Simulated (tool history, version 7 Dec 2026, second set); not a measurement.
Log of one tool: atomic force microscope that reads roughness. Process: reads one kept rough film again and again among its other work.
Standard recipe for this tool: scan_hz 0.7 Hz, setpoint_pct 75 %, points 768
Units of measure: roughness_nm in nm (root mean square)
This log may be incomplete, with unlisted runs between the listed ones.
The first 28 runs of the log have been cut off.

run	day	scan_hz	setpoint_pct	points	pictures with this tip	hours of work since the height scale was calibrated	roughness_nm
29	59.467	0.588	75	263	228	153	2.431
30	61.096	0.588	75	263	271	169	2.403
31	62.967	0.588	57	558	320	188	2.466
# day 63.725: new tip fitted
32	65.658	0.588	65	874	50	214	2.576
33	68.112	0.588	70	874	115	239	2.522
34	69.433	3.171	56	874	150	252	2.445
35	71.658	2.709	60	271	208	274	2.389
36	73.708	2.709	60	271	262	294	2.349
37	76.367	3.107	75	549	332	321	2.099
# day 76.708: new tip fitted
38	78.471	3.107	75	549	47	342	2.214
39	80.896	3.107	75	549	110	366	2.185
40	82.838	0.516	75	407	161	385	2.474
41	84.783	0.7	55	768	212	404	2.501
42	86.171	0.7	55	768	249	418	2.48
43	88.721	0.7	55	768	316	443	2.46
# day 89.646: new tip fitted
44	90.929	0.538	79	352	33	465	2.506
45	93.121	0.538	84	495	91	487	2.478
46	95.538	0.7	75	392	155	511	2.475
47	96.733	0.7	75	392	186	523	2.459

For run 48, what comes out?
48	99.496	0.7	75	392	258	550	?

{"run 48": {"roughness_nm": 2.412}}
If the tool had no hidden condition, the same run with the same run-to-run variation would have returned roughness_nm 2.525 nm (root mean square).
